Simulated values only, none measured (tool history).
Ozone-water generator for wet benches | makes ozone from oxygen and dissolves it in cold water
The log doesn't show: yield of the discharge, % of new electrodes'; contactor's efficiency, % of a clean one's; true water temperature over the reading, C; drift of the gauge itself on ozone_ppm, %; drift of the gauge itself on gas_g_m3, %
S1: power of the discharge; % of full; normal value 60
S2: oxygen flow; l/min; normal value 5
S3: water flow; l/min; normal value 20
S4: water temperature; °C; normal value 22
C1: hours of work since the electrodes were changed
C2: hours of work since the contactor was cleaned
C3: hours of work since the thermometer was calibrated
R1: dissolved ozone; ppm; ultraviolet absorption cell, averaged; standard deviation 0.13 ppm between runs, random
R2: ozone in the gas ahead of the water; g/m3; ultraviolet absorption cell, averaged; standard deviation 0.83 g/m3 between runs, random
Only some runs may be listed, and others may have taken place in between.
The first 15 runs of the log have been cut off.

| run | hour | S1 | S2 | S3 | S4 | C1 | C2 | C3 | R1 | R2 |
|---|---|---|---|---|---|---|---|---|---|---|
| 16 | 2459.9 | 60 | 5 | 20 | 30 | 4845 | 590 | 880 | 11.6 | 132.8 |
| 17 | 2583 | 60 | 5 | 20 | 30 | 4956 | 701 | 991 | 11.7 | 133.4 |
| 18 | 2698.5 | 60 | 5 | 20 | 30 | 5060 | 805 | 1095 | 11.7 | 133.6 |
| 19 | 2918 | 44 | 2.71 | 14 | 22 | 5258 | 1003 | 1293 | 13.4 | 144.7 |
| 20 | 3071.5 | 60 | 5 | 32 | 17 | 5397 | 1141 | 1431 | 9.7 | 134.2 |
| 21 | 3197.2 | 60 | 5 | 32 | 17 | 5510 | 1254 | 1545 | 9.7 | 132.5 |
| 22 | 3409.7 | 67 | 5 | 32 | 15 | 5701 | 1446 | 1736 | 10.8 | 147 |
| 23 | 3622.4 | 67 | 5 | 32 | 15 | 5893 | 1637 | 1928 | 10.8 | 146.6 |
| 24 | 3718.5 | 67 | 5 | 32 | 15 | 5980 | 1724 | 2014 | 10.7 | 148.4 |
| 25 | 3918.2 | 67 | 5 | 32 | 15 | 6160 | 1904 | 2194 | 10.8 | 146.2 |
| 26 | 4086.5 | 67 | 5 | 32 | 15 | 6311 | 2056 | 2346 | 10.7 | 145.3 |
| 27 | 4291.6 | 46 | 3.92 | 12 | 22 | 6496 | 2241 | 2531 | 15.5 | 122.5 |
| 28 | 4440.3 | 78 | 3.14 | 17 | 22 | 6630 | 2374 | 2665 | 18.7 | 215 |
| 29 | 4638.9 | 78 | 3.14 | 14 | 22 | 6809 | 2553 | 2844 | 21.9 | 215.4 |
|  | 4693.4 | water thermometer calibrated |
| 30 | 4805.2 | 60 | 5.67 | 17 | 22 | 6959 | 2703 | 101 | 14.5 | 124.7 |
| 31 | 4941.4 | 52 | 3.39 | 17 | 22 | 7081 | 2826 | 224 | 13.4 | 146.6 |
| 32 | 5135.6 | 52 | 3.39 | 17 | 22 | 7256 | 3001 | 399 | 13.7 | 148.1 |
| 33 | 5281.1 | 97 | 3.16 | 20 | 22 | 7387 | 3132 | 530 | 19.8 | 257.5 |

What if the next run were any one of these 3? Each begins from the tool's condition after run 33:
| A | 5507.5 | 85 | 5 | 20 | 22 | 7592 | 3336 | 734 | ? | ? |
| B | 5507.5 | 97 | 3.16 | 31 | 19 | 7592 | 3336 | 734 | ? | ? |
| C | 5507.5 | 97 | 3.16 | 22 | 22 | 7592 | 3336 | 734 | ? | ? |

| run | R1 | R2 |
|---|---|---|
| A | 17.9 | 177.7 |
| B | 13.8 | 259.8 |
| C | 18.2 | 259 |
With no hidden state in the tool, these same runs would have given:
| run | R1 | R2 |
|---|---|---|
| A | 17.9 | 178.1 |
| B | 13.8 | 260.5 |
| C | 18.3 | 259.7 |
